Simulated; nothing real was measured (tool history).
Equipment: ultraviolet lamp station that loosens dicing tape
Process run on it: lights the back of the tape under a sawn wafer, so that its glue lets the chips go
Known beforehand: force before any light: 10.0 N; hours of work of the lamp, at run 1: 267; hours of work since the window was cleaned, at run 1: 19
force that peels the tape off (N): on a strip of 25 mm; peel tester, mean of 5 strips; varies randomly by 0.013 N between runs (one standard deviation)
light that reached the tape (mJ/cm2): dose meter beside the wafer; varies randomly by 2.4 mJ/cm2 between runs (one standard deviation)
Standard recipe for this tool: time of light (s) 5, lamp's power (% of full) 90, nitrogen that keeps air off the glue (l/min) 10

| run | day | time of light (s) | lamp's power (% of full) | nitrogen that keeps air off the glue (l/min) | hours of work of the lamp | hours of work since the window was cleaned | force that peels the tape off (N) | light that reached the tape (mJ/cm2) |
|---|---|---|---|---|---|---|---|---|
| 1 | 0 | 5 | 90 | 10 | 267 | 19 | 0.737 | 235 |
| 2 | 1.388 | 5 | 90 | 10 | 283 | 36 | 0.715 | 232 |
| 3 | 3.467 | 9 | 90 | 10 | 307 | 60 | 0.226 | 411 |
| 4 | 4.758 | 5 | 90 | 4 | 322 | 75 | 1.575 | 225 |
| 5 | 7.271 | 5 | 80 | 10 | 352 | 104 | 1.04 | 198 |
| 6 | 9.396 | 5 | 80 | 10 | 376 | 129 | 1.075 | 197 |
| 7 | 11.562 | 5 | 90 | 10 | 402 | 154 | 0.824 | 217 |
| 8 | 14.196 | 5 | 90 | 10 | 432 | 185 | 0.887 | 215 |
| 9 | 16.054 | 5 | 90 | 10 | 454 | 207 | 0.908 | 209 |
| 10 | 17.783 | 5 | 90 | 10 | 474 | 227 | 0.92 | 207 |
| 11 | 20.188 | 5 | 90 | 10 | 502 | 255 | 0.966 | 205 |
| 12 | 21.562 | 8 | 90 | 10 | 518 | 271 | 0.351 | 326 |
| 13 | 23.912 | 3 | 90 | 10 | 546 | 298 | 2.5 | 117 |
| 14 | 25.2 | 3 | 90 | 6 | 561 | 313 | 3.244 | 119 |
| 15 | 27.308 | 3 | 90 | 6 | 585 | 338 | 3.118 | 119 |
| 16 | 28.654 | 3 | 90 | 6 | 601 | 353 | 3.264 | 118 |
| 17 | 30.612 | 3 | 90 | 6 | 624 | 376 | 3.386 | 116 |
| 18 | 32.067 | 3 | 90 | 6 | 641 | 393 | 3.274 | 113 |
| 19 | 34.317 | 3 | 90 | 10 | 667 | 420 | 2.743 | 112 |
| 20 | 35.529 | 5 | 80 | 12 | 681 | 434 | 1.285 | 160 |
| 21 | 36.725 | 5 | 80 | 16 | 695 | 448 | 1.154 | 163 |
| 22 | 38.971 | 8 | 97 | 5 | 721 | 474 | 0.714 | 310 |
| 23 | 41.621 | 5 | 82 | 4 | 752 | 505 | 2.617 | 163 |
| 24 | 44.108 | 5 | 87 | 8 | 781 | 534 | 1.652 | 162 |
| 25 | 46 | 5 | 95 | 13 | 803 | 556 | 1.007 | 178 |
| 26 | 47.467 | 4 | 89 | 9 | 820 | 573 | 2.213 | 133 |
| 27 | 50.079 | 4 | 89 | 9 | 851 | 603 | 2.294 | 131 |
| 28 | 52.621 | 10 | 85 | 9 | 880 | 633 | 0.431 | 302 |
|  | 52.929 | window cleaned of glue's vapour |
| 29 | 54.079 | 10 | 98 | 9 | 897 | 13 | 0.249 | 406 |
| 30 | 56.129 | 10 | 98 | 9 | 921 | 37 | 0.255 | 400 |
| 31 | 57.55 | 9 | 67 | 12 | 938 | 54 | 0.552 | 247 |
| 32 | 58.888 | 8 | 71 | 3 | 953 | 69 | 1.839 | 227 |
| 33 | 60.229 | 8 | 71 | 3 | 969 | 85 | 1.942 | 225 |

Some steps in force that peels the tape off (N), run to run, broken into two amounts with sign: the step expected even without the hidden condition (settings, incoming material, random variation), and the rest, left for the hidden condition together with whatever gauge scatter is not in both the measured and the hidden-condition-free result:
What the log doesn't record here: lamp's light, % of a new lamp's; light that the window lets through, % of a clean one's; drift of the gauge itself on peel_n, %; drift of the gauge itself on dose_mj_cm2, %.
Run 12 -> 13: time of light (s) 8 -> 3. force that peels the tape off (N) +2.149: hidden state +0.684, all else +1.465.
Run 22 -> 23: time of light (s) 8 -> 5, lamp's power (% of full) 97 -> 82, nitrogen that keeps air off the glue (l/min) 5 -> 4. force that peels the tape off (N) +1.903: hidden state +0.759, all else +1.144.
Run 27 -> 28: time of light (s) 4 -> 10, lamp's power (% of full) 89 -> 85. force that peels the tape off (N) -1.863: hidden state -0.993, all else -0.87.
